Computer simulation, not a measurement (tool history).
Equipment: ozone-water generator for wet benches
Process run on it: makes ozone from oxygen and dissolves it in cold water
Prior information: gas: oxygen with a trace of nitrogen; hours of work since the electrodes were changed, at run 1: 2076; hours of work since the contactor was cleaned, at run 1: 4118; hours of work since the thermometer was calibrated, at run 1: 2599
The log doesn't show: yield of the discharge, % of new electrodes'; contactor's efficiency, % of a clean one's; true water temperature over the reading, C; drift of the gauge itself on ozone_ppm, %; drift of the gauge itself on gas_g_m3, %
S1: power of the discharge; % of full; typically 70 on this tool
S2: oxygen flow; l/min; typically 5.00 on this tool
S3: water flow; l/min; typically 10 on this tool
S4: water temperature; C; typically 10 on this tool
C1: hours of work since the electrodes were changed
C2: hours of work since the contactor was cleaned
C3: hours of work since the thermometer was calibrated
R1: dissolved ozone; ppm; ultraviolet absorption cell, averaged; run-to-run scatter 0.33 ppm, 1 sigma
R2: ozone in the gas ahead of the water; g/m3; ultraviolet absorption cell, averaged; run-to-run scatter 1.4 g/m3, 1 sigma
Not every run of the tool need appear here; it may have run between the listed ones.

| run | hour | S1 | S2 | S3 | S4 | C1 | C2 | C3 | R1 | R2 |
|---|---|---|---|---|---|---|---|---|---|---|
| 1 | 0.0 | 70 | 5.00 | 10 | 10 | 2076 | 4118 | 2599 | 48.4 | 260.3 |
| 2 | 179.0 | 70 | 5.00 | 10 | 10 | 2254 | 4297 | 2777 | 48.6 | 257.6 |
| 3 | 258.9 | 70 | 5.00 | 10 | 10 | 2334 | 4376 | 2856 | 47.4 | 259.7 |
| 4 | 353.9 | 70 | 5.00 | 10 | 10 | 2428 | 4471 | 2951 | 47.7 | 256.7 |
| 5 | 512.5 | 70 | 5.00 | 10 | 10 | 2586 | 4629 | 3109 | 47.5 | 256.1 |
| 6 | 635.9 | 70 | 5.00 | 10 | 10 | 2709 | 4752 | 3232 | 47.1 | 254.2 |
| 7 | 717.4 | 70 | 5.00 | 10 | 10 | 2790 | 4833 | 3313 | 46.9 | 257.1 |
| 8 | 869.2 | 70 | 5.00 | 10 | 10 | 2942 | 4984 | 3464 | 46.9 | 253.3 |
| 9 | 1010.1 | 70 | 5.00 | 10 | 10 | 3082 | 5124 | 3605 | 47.1 | 253.2 |
| 10 | 1149.2 | 70 | 5.00 | 10 | 10 | 3221 | 5263 | 3743 | 46.6 | 251.4 |
| 11 | 1285.3 | 70 | 5.00 | 10 | 10 | 3356 | 5398 | 3879 | 46.7 | 250.4 |
| 12 | 1455.6 | 70 | 5.00 | 10 | 11 | 3526 | 5568 | 4048 | 45.7 | 253.0 |
| 13 | 1625.9 | 70 | 5.00 | 10 | 11 | 3695 | 5738 | 4218 | 44.4 | 252.9 |
| 14 | 1783.6 | 70 | 5.00 | 10 | 10 | 3852 | 5895 | 4375 | 45.3 | 250.0 |
| 15 | 1894.9 | 70 | 5.00 | 8 | 10 | 3963 | 6006 | 4486 | 53.2 | 246.8 |
|  | 1995.4 | water thermometer calibrated |
| 16 | 2016.6 | 70 | 5.00 | 8 | 10 | 4084 | 6126 | 21 | 53.5 | 246.8 |
| 17 | 2206.1 | 70 | 5.00 | 10 | 17 | 4273 | 6315 | 210 | 39.5 | 246.2 |
| 18 | 2284.8 | 70 | 5.17 | 10 | 18 | 4351 | 6393 | 288 | 38.6 | 245.0 |
| 19 | 2426.2 | 96 | 4.65 | 14 | 18 | 4492 | 6534 | 429 | 38.0 | 324.1 |
| 20 | 2548.5 | 53 | 6.04 | 9 | 12 | 4614 | 6656 | 551 | 36.9 | 182.5 |
| 21 | 2691.7 | 94 | 4.01 | 9 | 12 | 4756 | 6799 | 694 | 58.1 | 339.8 |
| 22 | 2878.2 | 94 | 4.01 | 9 | 12 | 4942 | 6985 | 879 | 57.9 | 336.7 |
| 23 | 3062.7 | 57 | 5.00 | 10 | 10 | 5126 | 7168 | 1063 | 37.6 | 207.6 |
| 24 | 3170.6 | 57 | 5.00 | 10 | 10 | 5233 | 7276 | 1170 | 37.6 | 209.4 |
| 25 | 3314.8 | 57 | 5.13 | 8 | 10 | 5377 | 7419 | 1314 | 44.0 | 205.2 |
|  | 3427.6 | contactor cleaned |
| 26 | 3497.9 | 57 | 5.13 | 8 | 10 | 5555 | 70 | 1493 | 46.1 | 207.1 |
| 27 | 3606.8 | 79 | 6.04 | 10 | 10 | 5664 | 178 | 1601 | 50.0 | 243.9 |
| 28 | 3772.1 | 61 | 8.26 | 11 | 8 | 5829 | 343 | 1766 | 40.0 | 171.1 |
| 29 | 3883.2 | 98 | 8.74 | 10 | 10 | 5939 | 454 | 1876 | 57.2 | 239.6 |
| 30 | 4050.3 | 98 | 8.74 | 10 | 10 | 6106 | 620 | 2043 | 57.2 | 236.2 |
| 31 | 4211.4 | 98 | 2.94 | 10 | 10 | 6266 | 781 | 2203 | 57.1 | 386.0 |
| 32 | 4370.2 | 44 | 6.59 | 8 | 6 | 6424 | 939 | 2361 | 39.4 | 148.4 |
| 33 | 4524.4 | 63 | 5.00 | 6 | 10 | 6578 | 1092 | 2515 | 55.6 | 218.9 |

Consider 3 possible next runs. They are alternatives, not a sequence: every one starts from the tool as it was left by run 33. What does each give?
| A | 4702.8 | 63 | 5.00 | 10 | 10 | 6756 | 1270 | 2693 | ? | ? |
| B | 4702.8 | 70 | 5.00 | 12 | 10 | 6756 | 1270 | 2693 | ? | ? |
| C | 4702.8 | 70 | 4.05 | 6 | 10 | 6756 | 1270 | 2693 | ? | ? |

| run | R1 | R2 |
|---|---|---|
| A | 42.2 | 219.1 |
| B | 39.3 | 235.1 |
| C | 62.3 | 259.3 |
Had the tool no hidden state, the same runs would have come out as:
| run | R1 | R2 |
|---|---|---|
| A | 47.9 | 245.4 |
| B | 45.2 | 266.4 |
| C | 71.2 | 293.8 |
